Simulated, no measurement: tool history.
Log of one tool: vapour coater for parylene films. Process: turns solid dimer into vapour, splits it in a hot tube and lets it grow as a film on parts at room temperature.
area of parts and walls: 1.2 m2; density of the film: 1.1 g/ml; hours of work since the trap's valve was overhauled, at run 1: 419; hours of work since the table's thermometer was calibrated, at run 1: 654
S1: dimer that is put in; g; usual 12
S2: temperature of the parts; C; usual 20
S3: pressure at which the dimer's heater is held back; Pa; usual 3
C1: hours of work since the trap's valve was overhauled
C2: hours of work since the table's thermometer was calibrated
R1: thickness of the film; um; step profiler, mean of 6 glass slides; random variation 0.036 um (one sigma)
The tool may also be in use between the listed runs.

run,hour,S1,S2,S3,C1,C2,R1
1,0,12,20,3,419,654,5.01
2,31.4,12,20,3,441,677,5.01
3,65.8,12,20,3,466,701,5.05
4,91.3,12,20,3,485,720,4.99
5,127.9,19,20,3,511,746,7.81
6,158.6,19,20,3,533,769,7.8
7,186,19,20,3,553,788,7.75
8,221,19,20,3,579,814,7.7
# hour 245: trap's valve overhauled
9,269.7,19,20,3,18,846,7.18
10,305.6,19,20,3,44,872,7.09
11,341.5,19,20,2.5,70,898,7.2
12,382.6,12,20,3,100,928,4.42
13,408.4,12,20,2.99,118,947,4.38
# hour 447.8: trap's valve overhauled, once more
14,462.5,12,20,3.18,11,983,5.42
15,508.6,12,20,3,44,1016,5.51
16,535.6,12,20,3,64,1036,5.37
17,584.6,12,20,3,99,1071,5.4
18,614.6,13,20,3,121,1093,5.78
19,641.7,21,20,3,140,1113,9.3
20,663.4,12,20,3,156,1128,5.32
21,694.6,12,20,3,179,1151,5.33
22,736.9,12,20,3,209,1181,5.35
23,779.2,10,20,3,240,1212,4.41
24,807.2,10,20,3,260,1232,4.37
25,838.7,9,27,3,283,1255,3.11
26,884.1,9,27,3,316,1288,3.13
27,922.7,9,27,3,344,1316,3.14
28,953.6,6,28,6.82,366,1338,1.86
29,998.2,6,22,2.61,398,1371,2.45
30,1026.2,6,22,2.61,419,1391,2.47
31,1067.8,6,22,2.61,449,1421,2.43
32,1107.5,8,22,5.22,477,1450,2.99
33,1141.9,6,23,6.54,502,1475,2.16
34,1190.9,21,23,4.26,538,1510,7.81
35,1212,12,14,3,553,1525,6.1
36,1262.5,12,30,3,590,1562,3.66
# hour 1273.5: trap's valve overhauled
# hour 1290.7: table's thermometer calibrated
37,1296.9,16,30,7.66,16,4,4.66
38,1339.1,14,25,3,47,35,5.22
39,1389.9,20,17,7.23,84,72,8.61
40,1430.1,12,13,3,113,101,6.39
41,1472.6,12,13,3.09,143,132,6.44
42,1493.5,9,18,4.21,159,147,3.93
43,1517.6,9,18,4.21,176,164,4.01
44,1562.3,9,18,4.21,208,197,3.95
45,1604,12,21,2.26,239,227,5.08
46,1634.7,9,20,3,261,249,3.81

5 ways to go on from here, each from the tool as it stands after run 46. What would each give?
A,1659.2,12,20,7.92,278,267,?
B,1659.2,12,22,2.28,278,267,?
C,1659.2,6,23,4.24,278,267,?
D,1659.2,21,20,3,278,267,?
E,1659.2,9,20,3,278,267,?

run,R1
A,4.6
B,4.82
C,2.24
D,8.87
E,3.82
Without the tool's hidden state the same runs would have given:
run,R1
A,4.82
B,5.05
C,2.34
D,9.28
E,3.99
